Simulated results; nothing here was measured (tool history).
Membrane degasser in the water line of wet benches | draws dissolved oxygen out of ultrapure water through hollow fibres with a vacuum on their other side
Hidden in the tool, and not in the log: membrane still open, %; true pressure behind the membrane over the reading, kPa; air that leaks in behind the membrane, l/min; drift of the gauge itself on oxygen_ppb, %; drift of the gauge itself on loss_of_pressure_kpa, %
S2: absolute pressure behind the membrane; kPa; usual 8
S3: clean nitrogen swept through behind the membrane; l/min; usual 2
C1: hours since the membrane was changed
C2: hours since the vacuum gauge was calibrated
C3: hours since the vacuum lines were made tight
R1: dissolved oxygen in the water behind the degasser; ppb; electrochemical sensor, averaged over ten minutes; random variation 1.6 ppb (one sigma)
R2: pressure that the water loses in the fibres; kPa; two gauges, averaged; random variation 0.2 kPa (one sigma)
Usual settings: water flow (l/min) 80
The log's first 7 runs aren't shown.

run 8 hour=359.4 | water_flow_(l/min)=80 S2=8 S3=1.21 | C1=1526 C2=3972 C3=3559 | R1=557 R2=44.58
run 9 hour=436.1 | water_flow_(l/min)=80 S2=8 S3=1.21 | C1=1603 C2=4049 C3=3635 | R1=555.9 R2=45.08
run 10 hour=490.1 | water_flow_(l/min)=80 S2=8 S3=1.21 | C1=1657 C2=4103 C3=3689 | R1=557 R2=44.87
run 11 hour=538.3 | water_flow_(l/min)=79 S2=8 S3=1.21 | C1=1705 C2=4151 C3=3738 | R1=553.9 R2=44.06
run 12 hour=600 | water_flow_(l/min)=80 S2=8 S3=0.88 | C1=1767 C2=4213 C3=3799 | R1=685.9 R2=44.67
run 13 hour=672.1 | water_flow_(l/min)=80 S2=8 S3=2 | C1=1839 C2=4285 C3=3871 | R1=391.1 R2=44.88
run 14 hour=746.3 | water_flow_(l/min)=80 S2=8 S3=2 | C1=1913 C2=4359 C3=3946 | R1=387.4 R2=44.75
run 15 hour=793.8 | water_flow_(l/min)=80 S2=8 S3=3 | C1=1961 C2=4407 C3=3993 | R1=283.8 R2=44.6
run 16 hour=866.9 | water_flow_(l/min)=80 S2=8 S3=2 | C1=2034 C2=4480 C3=4066 | R1=389 R2=44.37
run 17 hour=917.4 | water_flow_(l/min)=83 S2=8.07 S3=2 | C1=2084 C2=4530 C3=4117 | R1=407.7 R2=46.45
run 18 hour=959.7 | water_flow_(l/min)=83 S2=8.07 S3=2 | C1=2127 C2=4572 C3=4159 | R1=406.3 R2=46.22
run 19 hour=1013.5 | water_flow_(l/min)=80 S2=17.18 S3=3.58 | C1=2180 C2=4626 C3=4213 | R1=653.2 R2=44.9
run 20 hour=1065.3 | water_flow_(l/min)=62 S2=5.82 S3=1.78 | C1=2232 C2=4678 C3=4265 | R1=198.6 R2=34.55
run 21 hour=1116.8 | water_flow_(l/min)=80 S2=8 S3=0.9 | C1=2284 C2=4730 C3=4316 | R1=676.6 R2=44.9
run 22 hour=1176.3 | water_flow_(l/min)=80 S2=8 S3=0.9 | C1=2343 C2=4789 C3=4376 | R1=676.8 R2=44.48
run 23 hour=1232.4 | water_flow_(l/min)=80 S2=8 S3=0.9 | C1=2399 C2=4845 C3=4432 | R1=676 R2=44.75
run 24 hour=1299.5 | water_flow_(l/min)=80 S2=4.87 S3=1.1 | C1=2466 C2=4912 C3=4499 | R1=232.6 R2=44.84
run 25 hour=1373.3 | water_flow_(l/min)=80 S2=11.57 S3=2.58 | C1=2540 C2=4986 C3=4573 | R1=537.9 R2=44.93
run 26 hour=1435.4 | water_flow_(l/min)=80 S2=11.57 S3=2.58 | C1=2602 C2=5048 C3=4635 | R1=534.6 R2=44.86
run 27 hour=1477.5 | water_flow_(l/min)=68 S2=18.98 S3=2.33 | C1=2644 C2=5090 C3=4677 | R1=904.6 R2=37.55
run 28 hour=1544 | water_flow_(l/min)=68 S2=18.98 S3=2.33 | C1=2711 C2=5157 C3=4743 | R1=908.6 R2=38.08
run 29 hour=1609 | water_flow_(l/min)=68 S2=18.98 S3=2.33 | C1=2776 C2=5222 C3=4808 | R1=899.2 R2=38.12
run 30 hour=1651.7 | water_flow_(l/min)=82 S2=8 S3=3.7 | C1=2819 C2=5264 C3=4851 | R1=247.6 R2=45.67
run 31 hour=1687.4 | water_flow_(l/min)=64 S2=13.56 S3=1.21 | C1=2854 C2=5300 C3=4887 | R1=962.6 R2=35.93
run 32 hour=1748.7 | water_flow_(l/min)=64 S2=13.56 S3=1.21 | C1=2916 C2=5361 C3=4948 | R1=960.8 R2=35.8

4 ways to go on from here, each from the tool as it stands after run 32. What would each give?
run A hour=1810.8 | water_flow_(l/min)=48 S2=8 S3=2 | C1=2978 C2=5424 C3=5010 | R1=? R2=?
run B hour=1810.8 | water_flow_(l/min)=80 S2=17.86 S3=2 | C1=2978 C2=5424 C3=5010 | R1=? R2=?
run C hour=1810.8 | water_flow_(l/min)=64 S2=7.45 S3=1.21 | C1=2978 C2=5424 C3=5010 | R1=? R2=?
run D hour=1810.8 | water_flow_(l/min)=127 S2=5.57 S3=2.01 | C1=2978 C2=5424 C3=5010 | R1=? R2=?

run=A R1=257.5 R2=27
run=B R1=1067.8 R2=44.95
run=C R1=429.2 R2=35.99
run=D R1=310.4 R2=70.84
Without the tool's hidden state the same runs would have given:
run=A R1=247.1 R2=26.58
run=B R1=1054.4 R2=44.25
run=C R1=412.2 R2=35.43
run=D R1=288.5 R2=69.74
